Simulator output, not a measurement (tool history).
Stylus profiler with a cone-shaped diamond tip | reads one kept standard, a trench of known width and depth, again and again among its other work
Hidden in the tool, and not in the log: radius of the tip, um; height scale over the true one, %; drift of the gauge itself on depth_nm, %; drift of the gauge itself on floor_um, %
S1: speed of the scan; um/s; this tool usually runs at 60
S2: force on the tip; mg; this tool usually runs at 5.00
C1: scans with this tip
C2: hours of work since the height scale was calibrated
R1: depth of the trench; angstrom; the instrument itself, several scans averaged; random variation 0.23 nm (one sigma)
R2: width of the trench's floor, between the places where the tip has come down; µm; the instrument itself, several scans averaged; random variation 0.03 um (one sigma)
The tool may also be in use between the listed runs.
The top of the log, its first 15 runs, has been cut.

| run | day | S1 | S2 | C1 | C2 | R1 | R2 |
|---|---|---|---|---|---|---|---|
| 16 | 22.617 | 60 | 5.00 | 7344 | 1075 | 10281.6 | 25.73 |
| 17 | 24.329 | 60 | 5.00 | 7563 | 1107 | 10283.1 | 25.69 |
| 18 | 25.458 | 60 | 5.00 | 7708 | 1129 | 10279.9 | 25.72 |
| 19 | 27.288 | 60 | 5.00 | 7943 | 1163 | 10275.8 | 25.75 |
| 20 | 29.200 | 60 | 5.00 | 8188 | 1199 | 10275.9 | 25.78 |
| 21 | 30.208 | 51 | 1.89 | 8318 | 1218 | 10143.9 | 25.61 |
| 22 | 31.192 | 23 | 5.01 | 8443 | 1236 | 10278.9 | 25.95 |
| 23 | 32.712 | 60 | 7.02 | 8639 | 1265 | 10352.4 | 25.73 |
| 24 | 34.425 | 60 | 7.29 | 8858 | 1297 | 10358.4 | 25.82 |
| 25 | 35.988 | 60 | 7.29 | 9059 | 1326 | 10358.1 | 25.76 |
| 26 | 36.967 | 150 | 4.40 | 9184 | 1345 | 10259.1 | 25.29 |
| 27 | 38.312 | 22 | 3.30 | 9357 | 1370 | 10209.8 | 25.89 |
| 28 | 40.096 | 69 | 1.77 | 9585 | 1403 | 10136.9 | 25.48 |
| 29 | 40.929 | 21 | 3.54 | 9692 | 1419 | 10223.3 | 25.87 |
| 30 | 41.838 | 21 | 3.54 | 9809 | 1436 | 10224.6 | 25.91 |
| 31 | 43.196 | 21 | 3.54 | 9983 | 1462 | 10223.2 | 25.91 |
| 32 | 44.550 | 98 | 8.98 | 10157 | 1487 | 10413.6 | 25.65 |
| 33 | 46.258 | 98 | 8.98 | 10376 | 1519 | 10416.1 | 25.71 |
|  | 47.325 | height scale calibrated on a step standard |
| 34 | 47.496 | 58 | 2.27 | 10532 | 3 | 10165.3 | 25.64 |
| 35 | 48.388 | 60 | 7.23 | 10647 | 20 | 10356.8 | 25.74 |
| 36 | 49.279 | 60 | 7.23 | 10761 | 37 | 10358.0 | 25.78 |
| 37 | 50.975 | 56 | 2.91 | 10978 | 69 | 10192.9 | 25.65 |
| 38 | 52.450 | 215 | 2.98 | 11168 | 96 | 10197.0 | 24.86 |
| 39 | 54.288 | 23 | 12.49 | 11403 | 131 | 10518.0 | 26.00 |

Alternative continuations, all from the tool just after run 39; predict every row:
| A | 55.825 | 23 | 8.97 | 11601 | 160 | ? | ? |
| B | 55.825 | 131 | 3.07 | 11601 | 160 | ? | ? |
| C | 55.825 | 221 | 1.82 | 11601 | 160 | ? | ? |

| run | R1 | R2 |
|---|---|---|
| A | 10412.4 | 25.93 |
| B | 10199.4 | 25.30 |
| C | 10146.9 | 24.51 |
What these runs would have given with no unlogged condition in the tool:
| run | R1 | R2 |
|---|---|---|
| A | 10412.3 | 25.95 |
| B | 10199.3 | 25.31 |
| C | 10146.8 | 24.53 |
